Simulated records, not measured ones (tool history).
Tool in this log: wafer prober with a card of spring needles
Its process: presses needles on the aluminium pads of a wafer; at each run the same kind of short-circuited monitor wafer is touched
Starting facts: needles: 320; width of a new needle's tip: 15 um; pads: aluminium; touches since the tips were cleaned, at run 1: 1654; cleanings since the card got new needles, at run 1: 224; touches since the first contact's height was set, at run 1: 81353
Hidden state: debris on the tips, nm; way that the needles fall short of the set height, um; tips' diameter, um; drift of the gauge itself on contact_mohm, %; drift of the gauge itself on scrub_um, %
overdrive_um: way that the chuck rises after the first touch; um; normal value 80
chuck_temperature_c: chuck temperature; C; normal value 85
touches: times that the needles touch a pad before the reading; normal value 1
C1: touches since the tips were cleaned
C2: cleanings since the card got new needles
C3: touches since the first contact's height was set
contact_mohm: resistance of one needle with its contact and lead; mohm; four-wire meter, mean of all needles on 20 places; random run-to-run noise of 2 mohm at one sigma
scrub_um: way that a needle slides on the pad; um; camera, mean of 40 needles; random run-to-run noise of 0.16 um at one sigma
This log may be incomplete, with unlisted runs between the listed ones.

run 1 hour=0 | overdrive_um=80 chuck_temperature_c=85 touches=1 | C1=1654 C2=224 C3=81353 | contact_mohm=228 scrub_um=15.79
-- hour=3.3 tips cleaned on abrasive film
-- hour=9.7 tips cleaned on abrasive film
-- hour=17.8 tips cleaned on abrasive film
-- hour=25.8 tips cleaned on abrasive film
-- hour=32.3 tips cleaned on abrasive film
-- hour=40.3 tips cleaned on abrasive film
-- hour=46.8 tips cleaned on abrasive film
-- hour=53.3 tips cleaned on abrasive film
-- hour=61.3 tips cleaned on abrasive film
-- hour=69.4 tips cleaned on abrasive film
-- hour=77.4 tips cleaned on abrasive film
run 2 hour=79.1 | overdrive_um=80 chuck_temperature_c=85 touches=1 | C1=698 C2=235 C3=113666 | contact_mohm=227 scrub_um=15.34
-- hour=84 tips cleaned on abrasive film
-- hour=90.4 tips cleaned on abrasive film
-- hour=98.5 tips cleaned on abrasive film
-- hour=104.9 tips cleaned on abrasive film
-- hour=113 tips cleaned on abrasive film
-- hour=119.4 tips cleaned on abrasive film
run 3 hour=119.6 | overdrive_um=80 chuck_temperature_c=85 touches=1 | C1=74 C2=241 C3=130200 | contact_mohm=218 scrub_um=15.1
-- hour=126.1 tips cleaned on abrasive film
-- hour=134.1 tips cleaned on abrasive film
-- hour=140.6 tips cleaned on abrasive film
-- hour=147 tips cleaned on abrasive film
-- hour=155.1 tips cleaned on abrasive film
-- hour=161.5 tips cleaned on abrasive film
-- hour=168 tips cleaned on abrasive film
-- hour=176.1 tips cleaned on abrasive film
-- hour=182.5 tips cleaned on abrasive film
-- hour=190.6 tips cleaned on abrasive film
-- hour=198.6 tips cleaned on abrasive film
run 4 hour=199.8 | overdrive_um=80 chuck_temperature_c=85 touches=1 | C1=503 C2=252 C3=162975 | contact_mohm=225 scrub_um=15.01
-- hour=206.3 tips cleaned on abrasive film
-- hour=212.8 tips cleaned on abrasive film
-- hour=220.8 tips cleaned on abrasive film
-- hour=228.9 tips cleaned on abrasive film
-- hour=240.9 card fitted with new needles
-- hour=248.9 tips cleaned on abrasive film
-- hour=256.9 tips cleaned on abrasive film
-- hour=263.4 tips cleaned on abrasive film
-- hour=271.5 tips cleaned on abrasive film
run 5 hour=273.8 | overdrive_um=80 chuck_temperature_c=85 touches=1 | C1=952 C2=4 C3=13466 | contact_mohm=217 scrub_um=15.82
-- hour=278.6 tips cleaned on abrasive film
-- hour=285.1 tips cleaned on abrasive film
-- hour=293.1 tips cleaned on abrasive film
-- hour=301.2 tips cleaned on abrasive film
-- hour=309.2 tips cleaned on abrasive film
-- hour=317.3 tips cleaned on abrasive film
-- hour=325.3 tips cleaned on abrasive film
-- hour=333.4 tips cleaned on abrasive film
-- hour=339.8 tips cleaned on abrasive film
-- hour=347.9 tips cleaned on abrasive film
-- hour=355.9 tips cleaned on abrasive film
-- hour=362.9 tips cleaned on abrasive film
run 6 hour=362.9 | overdrive_um=80 chuck_temperature_c=85 touches=1 | C1=0 C2=16 C3=49908 | contact_mohm=217 scrub_um=15.51
-- hour=371 tips cleaned on abrasive film
-- hour=377.4 tips cleaned on abrasive film
-- hour=383.9 tips cleaned on abrasive film
-- hour=391.9 tips cleaned on abrasive film
-- hour=398.4 tips cleaned on abrasive film
-- hour=406.5 tips cleaned on abrasive film
-- hour=414.5 tips cleaned on abrasive film
-- hour=421 tips cleaned on abrasive film
run 7 hour=421.5 | overdrive_um=80 chuck_temperature_c=85 touches=1 | C1=219 C2=24 C3=73838 | contact_mohm=215 scrub_um=15.66
-- hour=428 tips cleaned on abrasive film
-- hour=436 tips cleaned on abrasive film
-- hour=444.1 tips cleaned on abrasive film
-- hour=450.5 tips cleaned on abrasive film
-- hour=458.6 tips cleaned on abrasive film
run 8 hour=461.2 | overdrive_um=80 chuck_temperature_c=85 touches=1 | C1=1084 C2=29 C3=90072 | contact_mohm=218 scrub_um=15.81
-- hour=466.1 tips cleaned on abrasive film
-- hour=472.5 tips cleaned on abrasive film
-- hour=480.6 tips cleaned on abrasive film
-- hour=488.6 tips cleaned on abrasive film
-- hour=495.1 tips cleaned on abrasive film
-- hour=501.5 tips cleaned on abrasive film
-- hour=508 tips cleaned on abrasive film
run 9 hour=514.1 | overdrive_um=80 chuck_temperature_c=38 touches=1 | C1=2510 C2=36 C3=111685 | contact_mohm=216 scrub_um=15.54
-- hour=515.7 tips cleaned on abrasive film
-- hour=522.2 tips cleaned on abrasive film
-- hour=528.7 tips cleaned on abrasive film
-- hour=536.7 tips cleaned on abrasive film
-- hour=544.8 tips cleaned on abrasive film
-- hour=551.2 tips cleaned on abrasive film
-- hour=559.3 tips cleaned on abrasive film
-- hour=567.3 tips cleaned on abrasive film
-- hour=573.8 tips cleaned on abrasive film
-- hour=580.2 tips cleaned on abrasive film
run 10 hour=580.9 | overdrive_um=80 chuck_temperature_c=38 touches=1 | C1=272 C2=46 C3=138962 | contact_mohm=206 scrub_um=15.08
-- hour=587.4 tips cleaned on abrasive film
-- hour=595.4 tips cleaned on abrasive film
-- hour=601.9 tips cleaned on abrasive film
-- hour=608.3 tips cleaned on abrasive film
-- hour=614.8 tips cleaned on abrasive film
-- hour=622.8 tips cleaned on abrasive film
-- hour=630.9 tips cleaned on abrasive film
run 11 hour=635.9 | overdrive_um=91 chuck_temperature_c=39 touches=1 | C1=2087 C2=53 C3=161467 | contact_mohm=209 scrub_um=17.17
-- hour=637.6 tips cleaned on abrasive film
-- hour=644.1 tips cleaned on abrasive film
-- hour=650.5 tips cleaned on abrasive film
-- hour=658.6 tips cleaned on abrasive film
-- hour=665.1 tips cleaned on abrasive film
-- hour=673.1 tips cleaned on abrasive film
-- hour=679.6 tips cleaned on abrasive film
-- hour=686 tips cleaned on abrasive film
run 12 hour=689.9 | overdrive_um=74 chuck_temperature_c=81 touches=2 | C1=1606 C2=61 C3=183493 | contact_mohm=221 scrub_um=13.96
-- hour=693.2 tips cleaned on abrasive film
-- hour=699.6 tips cleaned on abrasive film
-- hour=706.1 tips cleaned on abrasive film
-- hour=714.1 tips cleaned on abrasive film
-- hour=722.2 tips cleaned on abrasive film
-- hour=722.5 height of the first contact set anew
-- hour=729 tips cleaned on abrasive film
run 13 hour=729.8 | overdrive_um=85 chuck_temperature_c=26 touches=3 | C1=359 C2=67 C3=2994 | contact_mohm=206 scrub_um=17.01
-- hour=736.3 tips cleaned on abrasive film
-- hour=742.7 tips cleaned on abrasive film
-- hour=750.8 tips cleaned on abrasive film
-- hour=757.3 tips cleaned on abrasive film
-- hour=763.7 tips cleaned on abrasive film
-- hour=770.2 tips cleaned on abrasive film
run 14 hour=774.1 | overdrive_um=71 chuck_temperature_c=85 touches=1 | C1=1609 C2=73 C3=21070 | contact_mohm=228 scrub_um=14.21
-- hour=777.3 tips cleaned on abrasive film
-- hour=785.4 tips cleaned on abrasive film
-- hour=793.4 tips cleaned on abrasive film
-- hour=799.9 tips cleaned on abrasive film
-- hour=807.9 tips cleaned on abrasive film
-- hour=814.4 tips cleaned on abrasive film
-- hour=820.9 tips cleaned on abrasive film
-- hour=828.9 tips cleaned on abrasive film
-- hour=837 tips cleaned on abrasive film
-- hour=845 tips cleaned on abrasive film
-- hour=853.1 tips cleaned on abrasive film
-- hour=861 tips cleaned on abrasive film
run 15 hour=861 | overdrive_um=71 chuck_temperature_c=73 touches=2 | C1=0 C2=85 C3=56598 | contact_mohm=213 scrub_um=14.18
-- hour=867.5 tips cleaned on abrasive film
-- hour=873.9 tips cleaned on abrasive film
-- hour=882 tips cleaned on abrasive film
-- hour=890 tips cleaned on abrasive film
-- hour=898.1 tips cleaned on abrasive film
run 16 hour=901.2 | overdrive_um=82 chuck_temperature_c=73 touches=2 | C1=1303 C2=90 C3=73051 | contact_mohm=217 scrub_um=15.9

Below are 5 alternative next runs, each starting from the tool's condition after run 16. Predict each:
-- hour=906.1 tips cleaned on abrasive film
-- hour=912.6 tips cleaned on abrasive film
-- hour=920.6 tips cleaned on abrasive film
-- hour=928.7 tips cleaned on abrasive film
-- hour=935.1 tips cleaned on abrasive film
-- hour=941.6 tips cleaned on abrasive film
-- hour=949.6 tips cleaned on abrasive film
-- hour=956.1 tips cleaned on abrasive film
-- hour=964.1 tips cleaned on abrasive film
-- hour=970.6 tips cleaned on abrasive film
run A hour=974.4 | overdrive_um=64 chuck_temperature_c=28 touches=1 | C1=1551 C2=100 C3=102925 | contact_mohm=? scrub_um=?
-- hour=906.1 tips cleaned on abrasive film
-- hour=912.6 tips cleaned on abrasive film
-- hour=920.6 tips cleaned on abrasive film
-- hour=928.7 tips cleaned on abrasive film
-- hour=935.1 tips cleaned on abrasive film
-- hour=941.6 tips cleaned on abrasive film
-- hour=949.6 tips cleaned on abrasive film
-- hour=956.1 tips cleaned on abrasive film
-- hour=964.1 tips cleaned on abrasive film
-- hour=970.6 tips cleaned on abrasive film
run B hour=974.4 | overdrive_um=82 chuck_temperature_c=73 touches=1 | C1=1551 C2=100 C3=102925 | contact_mohm=? scrub_um=?
-- hour=906.1 tips cleaned on abrasive film
-- hour=912.6 tips cleaned on abrasive film
-- hour=920.6 tips cleaned on abrasive film
-- hour=928.7 tips cleaned on abrasive film
-- hour=935.1 tips cleaned on abrasive film
-- hour=941.6 tips cleaned on abrasive film
-- hour=949.6 tips cleaned on abrasive film
-- hour=956.1 tips cleaned on abrasive film
-- hour=964.1 tips cleaned on abrasive film
-- hour=970.6 tips cleaned on abrasive film
run C hour=974.4 | overdrive_um=82 chuck_temperature_c=73 touches=2 | C1=1551 C2=100 C3=102925 | contact_mohm=? scrub_um=?
-- hour=906.1 tips cleaned on abrasive film
-- hour=912.6 tips cleaned on abrasive film
-- hour=920.6 tips cleaned on abrasive film
-- hour=928.7 tips cleaned on abrasive film
-- hour=935.1 tips cleaned on abrasive film
-- hour=941.6 tips cleaned on abrasive film
-- hour=949.6 tips cleaned on abrasive film
-- hour=956.1 tips cleaned on abrasive film
-- hour=964.1 tips cleaned on abrasive film
-- hour=970.6 tips cleaned on abrasive film
run D hour=974.4 | overdrive_um=69 chuck_temperature_c=62 touches=1 | C1=1551 C2=100 C3=102925 | contact_mohm=? scrub_um=?
-- hour=906.1 tips cleaned on abrasive film
-- hour=912.6 tips cleaned on abrasive film
-- hour=920.6 tips cleaned on abrasive film
-- hour=928.7 tips cleaned on abrasive film
-- hour=935.1 tips cleaned on abrasive film
-- hour=941.6 tips cleaned on abrasive film
-- hour=949.6 tips cleaned on abrasive film
-- hour=956.1 tips cleaned on abrasive film
-- hour=964.1 tips cleaned on abrasive film
-- hour=970.6 tips cleaned on abrasive film
run E hour=974.4 | overdrive_um=84 chuck_temperature_c=56 touches=1 | C1=1551 C2=100 C3=102925 | contact_mohm=? scrub_um=?

run=A contact_mohm=219 scrub_um=12.21
run=B contact_mohm=221 scrub_um=15.9
run=C contact_mohm=220 scrub_um=15.75
run=D contact_mohm=220 scrub_um=13.15
run=E contact_mohm=215 scrub_um=16.14
Take away the tool's hidden state, keep each run's random variation, and the runs would have read:
run=A contact_mohm=205 scrub_um=12.93
run=B contact_mohm=212 scrub_um=16.63
run=C contact_mohm=214 scrub_um=16.48
run=D contact_mohm=208 scrub_um=13.88
run=E contact_mohm=207 scrub_um=16.86

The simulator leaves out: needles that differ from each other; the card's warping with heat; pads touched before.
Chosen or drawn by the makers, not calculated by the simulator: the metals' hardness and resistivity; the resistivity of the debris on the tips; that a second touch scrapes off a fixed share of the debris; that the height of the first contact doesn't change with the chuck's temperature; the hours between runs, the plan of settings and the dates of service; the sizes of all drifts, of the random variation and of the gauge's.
